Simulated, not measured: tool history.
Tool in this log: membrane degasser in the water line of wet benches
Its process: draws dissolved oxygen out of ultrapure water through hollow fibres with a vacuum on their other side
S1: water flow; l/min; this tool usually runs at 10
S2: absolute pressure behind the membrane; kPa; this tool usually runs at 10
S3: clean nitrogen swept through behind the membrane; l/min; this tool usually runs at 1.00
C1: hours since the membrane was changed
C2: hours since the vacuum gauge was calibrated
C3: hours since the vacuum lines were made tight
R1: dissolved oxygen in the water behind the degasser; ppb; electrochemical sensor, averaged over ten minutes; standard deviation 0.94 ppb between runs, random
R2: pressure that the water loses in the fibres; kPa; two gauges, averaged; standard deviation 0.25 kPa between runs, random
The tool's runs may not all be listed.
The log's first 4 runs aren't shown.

| run | hour | S1 | S2 | S3 | C1 | C2 | C3 | R1 | R2 |
|---|---|---|---|---|---|---|---|---|---|
| 5 | 1033.9 | 10 | 10 | 1.00 | 6159 | 3139 | 2529 | 162.5 | 65.49 |
| 6 | 1308.9 | 10 | 10 | 1.00 | 6434 | 3414 | 2804 | 162.1 | 65.54 |
| 7 | 1454.1 | 10 | 10 | 1.00 | 6579 | 3559 | 2950 | 161.3 | 65.67 |
| 8 | 1692.1 | 10 | 10 | 1.00 | 6817 | 3797 | 3188 | 164.5 | 65.57 |
| 9 | 2015.7 | 10 | 10 | 1.00 | 7141 | 4121 | 3511 | 163.6 | 65.57 |
| 10 | 2359.8 | 10 | 10 | 0.44 | 7485 | 4465 | 3855 | 341.0 | 65.43 |
| 11 | 2677.0 | 10 | 13 | 0.44 | 7802 | 4782 | 4173 | 483.2 | 65.24 |
| 12 | 2937.0 | 10 | 13 | 0.44 | 8062 | 5042 | 4433 | 484.7 | 65.84 |
| 13 | 3099.8 | 10 | 10 | 1.00 | 8225 | 5205 | 4595 | 165.0 | 65.81 |
| 14 | 3293.1 | 10 | 10 | 1.00 | 8418 | 5398 | 4789 | 164.6 | 65.95 |
| 15 | 3527.7 | 10 | 12 | 1.00 | 8653 | 5633 | 5023 | 213.0 | 65.47 |

Run 16, settings as shown, results not yet in. Your forecast:
|  | 3555.3 | gauge calibrated |
| 16 | 3672.8 | 12 | 12 | 1.18 | 8798 | 5778 | 5168 | ? | ? |

R1: 213.4 ppb
R2: 78.39 kPa
If the tool had no hidden condition, the same run with the same run-to-run variation would have returned R1 212.8 ppb, R2 78.23 kPa.
